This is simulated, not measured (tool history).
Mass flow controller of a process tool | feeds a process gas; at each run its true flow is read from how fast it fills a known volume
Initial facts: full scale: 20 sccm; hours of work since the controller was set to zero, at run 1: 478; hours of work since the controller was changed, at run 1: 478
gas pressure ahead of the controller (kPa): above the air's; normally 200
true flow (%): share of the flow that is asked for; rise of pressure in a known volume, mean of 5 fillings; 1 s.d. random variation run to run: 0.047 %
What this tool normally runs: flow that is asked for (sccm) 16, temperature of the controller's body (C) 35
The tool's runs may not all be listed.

run	day	flow that is asked for (sccm)	gas pressure ahead of the controller (kPa)	temperature of the controller's body (C)	hours of work since the controller was set to zero	hours of work since the controller was changed	true flow (%)
1	0.000	16	200	35	478	478	98.30
2	13.404	16	200	35	649	649	98.17
3	20.379	16	200	35	738	738	98.16
4	29.504	16	200	35	855	855	98.18
5	39.942	16	200	35	988	988	98.16
6	52.412	16	200	35	1147	1147	98.14
7	58.992	19	200	35	1231	1231	98.66
8	68.671	19	200	35	1354	1354	98.70
9	76.308	16	200	21	1452	1452	99.18
10	90.121	17	200	21	1628	1628	99.24
11	100.638	17	200	21	1762	1762	99.24
12	106.767	17	200	21	1840	1840	99.18
13	116.446	6	200	35	1964	1964	95.25
14	127.246	6	200	35	2102	2102	95.28
15	139.300	6	200	35	2256	2256	95.19
16	152.350	6	200	35	2422	2422	95.06
17	159.588	6	200	35	2515	2515	94.99
18	170.692	16	200	35	2656	2656	97.77
19	176.662	16	187	35	2732	2732	97.77
20	184.379	6	157	25	2831	2831	95.23
21	198.188	6	203	26	3007	3007	95.37
22	205.183	4	200	35	3096	3096	92.98
23	213.562	4	226	38	3203	3203	92.96
# day 214.517: controller's zero set anew
24	225.338	10	226	38	138	3353	95.64
25	236.712	16	277	28	283	3499	98.55
26	243.275	16	225	31	367	3582	97.92
# day 250.108: controller's zero set anew, once more
27	255.629	16	214	26	70	3740	99.56
28	267.504	16	200	31	222	3891	99.13
29	280.338	3	195	22	386	4055	97.00
30	286.725	6	195	27	467	4137	97.35
31	293.192	16	237	33	550	4219	99.08

Run 32 has not been measured yet. What should we expect?
32	307.150	16	237	33	728	4397	?

{"run 32": {"true flow (%)": 99.12}}
Take away the tool's hidden state, keep the run-to-run variation as it was, and the same run would have given true flow (%) 99.06.
